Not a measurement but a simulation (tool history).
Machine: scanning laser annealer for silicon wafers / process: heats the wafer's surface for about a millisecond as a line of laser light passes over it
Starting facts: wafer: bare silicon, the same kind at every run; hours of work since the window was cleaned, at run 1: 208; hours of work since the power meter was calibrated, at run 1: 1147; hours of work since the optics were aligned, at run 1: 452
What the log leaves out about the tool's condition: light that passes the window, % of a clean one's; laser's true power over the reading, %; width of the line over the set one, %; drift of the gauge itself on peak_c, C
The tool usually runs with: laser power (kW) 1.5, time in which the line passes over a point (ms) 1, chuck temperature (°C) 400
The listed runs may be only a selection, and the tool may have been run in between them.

run,hour,laser power (kW),time in which the line passes over a point (ms),chuck temperature (°C),hours of work since the window was cleaned,hours of work since the power meter was calibrated,hours of work since the optics were aligned,highest temperature of the surface (°C)
1,0,1.5,1,400,208,1147,452,1074
2,42.4,1.547,1,400,240,1180,484,1102
3,61.9,1.439,1,400,255,1195,499,1043
4,96.9,1.5,1,400,282,1221,526,1072
5,126.7,1.5,1,400,305,1244,548,1071
6,144.3,1.5,1,400,318,1258,562,1071
7,173.4,1.5,1,400,340,1280,584,1069
8,210.9,1.545,1,400,369,1308,613,1088
9,237.9,1.545,1,400,389,1329,633,1088
10,268.2,1.545,1,400,413,1352,656,1085
# hour 286.9: window over the wafer cleaned
11,308.8,1.545,1,400,17,1382,686,1077
12,327.1,1.545,1,400,31,1396,700,1071
13,354.2,1.5,0.78,400,51,1416,721,967
14,393.6,1.5,0.78,400,81,1446,751,966
15,429.8,1.5,0.78,400,109,1474,778,963
16,456.7,1.5,1,400,130,1495,799,1042
# hour 485.9: window over the wafer cleaned, once more
17,499.5,1.5,1,400,10,1526,830,1084
18,519.9,1.5,1,400,26,1541,846,1078
19,553.3,1.5,1,400,52,1567,871,1075
20,571.1,1.5,0.7,380,65,1580,885,934
21,607.8,1.5,0.7,380,93,1608,913,935
22,644.7,1.59,1.04,391,121,1637,941,1127
23,673.1,1.291,0.88,400,143,1658,963,928
24,715.2,1.476,1,426,175,1690,995,1084
# hour 730.6: optics aligned, line set to its width
25,760.3,1.476,1.05,395,206,1721,23,1086
26,778,1.476,1.05,395,219,1735,36,1087
27,805.2,1.389,1.12,400,240,1755,57,1067
28,834.6,1.389,1.12,400,262,1778,79,1059
29,862,1.389,1.12,400,283,1799,100,1063
30,881.4,1.389,1.12,400,298,1814,115,1064
31,918.5,1.296,1,371,327,1842,143,943
32,961.3,1.281,1.13,432,359,1875,176,1033
33,998.6,1.496,1.2,400,388,1903,205,1143
34,1033.6,1.496,1.07,369,414,1930,231,1057
# hour 1049.1: window over the wafer cleaned
35,1074.2,1.385,1.08,395,19,1959,261,1052
36,1113.9,1.544,1.08,420,49,1990,291,1161
37,1155,1.509,1.08,382,81,2021,323,1103

Forecast each of these 3 alternatives for the next run:
A,1183.1,1.509,0.77,382,102,2042,344,?
B,1183.1,1.569,0.91,362,102,2042,344,?
C,1183.1,1.5,1,373,102,2042,344,?

run,highest temperature of the surface (°C)
A,975
B,1043
C,1047
Had the tool no hidden state, the same runs would have come out as:
run,highest temperature of the surface (°C)
A,991
B,1061
C,1065
